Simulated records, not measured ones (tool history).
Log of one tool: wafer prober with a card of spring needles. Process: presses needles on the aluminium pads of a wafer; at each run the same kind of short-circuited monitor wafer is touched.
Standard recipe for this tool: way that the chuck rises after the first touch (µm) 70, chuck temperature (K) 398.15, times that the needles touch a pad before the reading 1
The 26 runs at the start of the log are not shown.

run	day	way that the chuck rises after the first touch (µm)	chuck temperature (K)	times that the needles touch a pad before the reading	resistance of one needle with its contact and lead (mohm)	way that a needle slides on the pad (µm)
27	22.288	70	398.15	2	194	14.47
# day 22.433: tips cleaned on abrasive film
28	23.308	70	398.15	2	194	14.46
29	23.846	70	398.15	2	195	14.48
# day 23.929: tips cleaned on abrasive film
30	25	70	398.15	2	192	14.43
# day 25.467: tips cleaned on abrasive film
31	25.654	70	398.15	2	191	14.42
32	26.912	55	376.15	2	192	11.38
# day 27.017: tips cleaned on abrasive film
33	28.029	73	376.15	2	189	15.04
# day 28.496: tips cleaned on abrasive film
34	28.683	70	333.15	1	176	14.5

Predict each of these 3 candidate next runs independently; none follows another, all start after run 34:
A	29.925	70	310.15	3	?	?
B	29.925	70	308.15	2	?	?
C	29.925	64	333.15	1	?	?

run	resistance of one needle with its contact and lead (mohm)	way that a needle slides on the pad (µm)
A	176	14.57
B	176	14.52
C	185	13.26
Without the tool's hidden state the same runs would have given:
run	resistance of one needle with its contact and lead (mohm)	way that a needle slides on the pad (µm)
A	176	14.57
B	176	14.52
C	185	13.26

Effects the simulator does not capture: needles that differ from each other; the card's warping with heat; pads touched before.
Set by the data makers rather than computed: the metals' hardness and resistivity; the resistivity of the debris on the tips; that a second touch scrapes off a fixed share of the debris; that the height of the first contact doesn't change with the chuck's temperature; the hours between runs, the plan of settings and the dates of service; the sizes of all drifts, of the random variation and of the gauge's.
